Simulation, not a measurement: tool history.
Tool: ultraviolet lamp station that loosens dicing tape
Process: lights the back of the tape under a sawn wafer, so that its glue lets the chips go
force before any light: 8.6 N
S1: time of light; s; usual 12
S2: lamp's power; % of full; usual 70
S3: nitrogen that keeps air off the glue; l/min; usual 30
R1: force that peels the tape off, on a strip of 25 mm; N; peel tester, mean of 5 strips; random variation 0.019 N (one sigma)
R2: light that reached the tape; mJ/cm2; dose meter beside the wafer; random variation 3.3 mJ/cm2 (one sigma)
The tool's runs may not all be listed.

run	hour	S1	S2	S3	R1	R2
1	0.0	12	70	30	1.223	440
2	13.0	12	70	30	1.180	437
3	21.9	12	70	30	1.229	437
4	36.5	12	70	30	1.241	438
5	52.2	9	70	30	1.976	328
6	68.1	9	70	30	2.025	323
7	79.8	12	70	30	1.307	429
8	96.4	12	70	30	1.346	426
9	105.9	12	70	30	1.389	426
10	114.4	12	70	30	1.361	425
11	123.9	19	70	30	0.563	671
12	134.7	19	70	30	0.561	667
13	147.9	21	70	30	0.490	731
14	154.9	12	70	30	1.365	416
# hour 156.2: window cleaned of glue's vapour
15	168.2	12	70	30	1.411	403
16	182.8	12	70	30	1.347	407
17	197.2	17	70	30	0.779	572
18	205.2	12	80	30	1.129	456
# hour 215.7: window cleaned of glue's vapour, once more
19	217.1	12	80	30	1.026	486
20	225.4	12	80	30	1.085	476
21	236.6	12	80	30	1.095	477
22	247.8	12	80	30	1.038	480
23	262.2	7	70	30	2.863	241
24	274.5	12	66	26	1.673	388
25	281.5	12	66	26	1.738	391
26	289.0	12	68	13	2.361	399
27	305.7	12	68	13	2.399	397
28	319.1	24	68	10	0.965	785
29	333.6	24	68	10	0.989	784
30	346.9	13	62	30	1.573	382
31	353.9	13	62	30	1.533	377
32	361.1	10	91	30	1.255	431
33	369.5	16	84	11	1.289	628
34	384.2	16	84	11	1.361	629
35	391.1	16	84	11	1.334	631
36	400.9	16	84	11	1.326	619
37	408.6	16	84	11	1.363	619
38	425.7	9	95	13	2.341	392
39	442.5	10	63	12	3.263	288
40	453.8	12	76	27	1.475	415
41	465.0	12	76	27	1.477	412
42	479.6	13	70	22	1.679	409
43	487.8	13	70	17	1.897	408

Hidden state or all else? Some run-to-run changes of R1, split into what the settings, what came in and random variation would give without the hidden state, and what is left for the hidden state (with any gauge scatter that isn't in both results):
The hidden state here: lamp's light, % of a new lamp's; light that the window lets through, % of a clean one's; drift of the gauge itself on peel_n, %; drift of the gauge itself on dose_mj_cm2, %.
Run 13 -> 14: S1 21 -> 12. R1 +0.875 N: hidden state +0.302, all else +0.573.
Run 22 -> 23: S1 12 -> 7, S2 80 -> 70. R1 +1.825 N: hidden state +0.323, all else +1.502.
Run 27 -> 28: S1 12 -> 24, S3 13 -> 10. R1 -1.434 N: hidden state -0.319, all else -1.115.
Run 39 -> 40: S1 10 -> 12, S2 63 -> 76, S3 12 -> 27. R1 -1.788 N: hidden state -0.262, all else -1.526.
